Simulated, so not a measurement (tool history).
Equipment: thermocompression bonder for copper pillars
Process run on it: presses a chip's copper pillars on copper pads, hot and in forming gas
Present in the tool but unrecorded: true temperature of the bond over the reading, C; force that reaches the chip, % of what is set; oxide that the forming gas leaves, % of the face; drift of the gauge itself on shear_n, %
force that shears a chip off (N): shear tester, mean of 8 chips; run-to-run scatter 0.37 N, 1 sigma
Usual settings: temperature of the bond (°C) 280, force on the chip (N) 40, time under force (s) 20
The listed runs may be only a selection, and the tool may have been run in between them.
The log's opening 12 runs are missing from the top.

run   hour  temperature of the bond (°C)  force on the chip (N)  time under force (s)  hours of work since the heater was calibrated  hours of work since the force cell was calibrated  hours of work since the gas filter was changed  force that shears a chip off (N)
 13  242.2                           259                     40                    45                                            485                                                273                                             348                              39.2
 14  265.0                           280                     40                    20                                            501                                                289                                             364                              39.9
 15  285.0                           280                     40                    20                                            515                                                303                                             378                              39.2
 16  302.5                           280                     40                    20                                            527                                                315                                             390                              39.7
 17  330.6                           280                     59                    15                                            546                                                334                                             409                              46.2
     340.1  -- forming gas filter changed
 18  358.9                           260                     40                    28                                            565                                                353                                              13                              33.4
 19  384.9                           260                     40                    28                                            583                                                371                                              31                              33.8
 20  400.1                           268                     31                    15                                            593                                                382                                              41                              24.7
 21  416.9                           293                     44                    20                                            605                                                393                                              53                              49.9
 22  431.7                           300                     51                    20                                            615                                                403                                              63                              58.8
 23  455.5                           284                     27                    43                                            632                                                420                                              79                              42.4
 24  471.5                           284                     27                    43                                            643                                                431                                              91                              42.2
 25  485.0                           284                     27                    43                                            652                                                440                                             100                              42.4
 26  514.4                           284                     30                    43                                            672                                                460                                             120                              45.6
 27  540.2                           305                     27                    43                                            690                                                478                                             138                              54.3
 28  568.0                           305                     27                    43                                            709                                                497                                             157                              54.7
 29  593.5                           280                     30                    30                                            727                                                515                                             175                              37.4
     610.9  -- heater calibrated with a thermocouple chip
 30  613.8                           288                     25                    20                                              2                                                527                                             187                              32.4
 31  635.4                           286                     41                    24                                             17                                                542                                             202                              47.0

5 options for the next run, each taken on its own from the tool as it stands now. Forecast them:
  A  647.8                           286                     57                    29                                             25                                                551                                             211                                 ?
  B  647.8                           251                     37                    20                                             25                                                551                                             211                                 ?
  C  647.8                           280                     40                    22                                             25                                                551                                             211                                 ?
  D  647.8                           276                     59                    14                                             25                                                551                                             211                                 ?
  E  647.8                           280                     40                    21                                             25                                                551                                             211                                 ?

run  force that shears a chip off (N)
  A                              60.1
  B                              24.0
  C                              40.9
  D                              43.4
  E                              40.6
What these runs would have given with no unlogged condition in the tool:
run  force that shears a chip off (N)
  A                              60.1
  B                              24.0
  C                              41.0
  D                              43.4
  E                              40.7
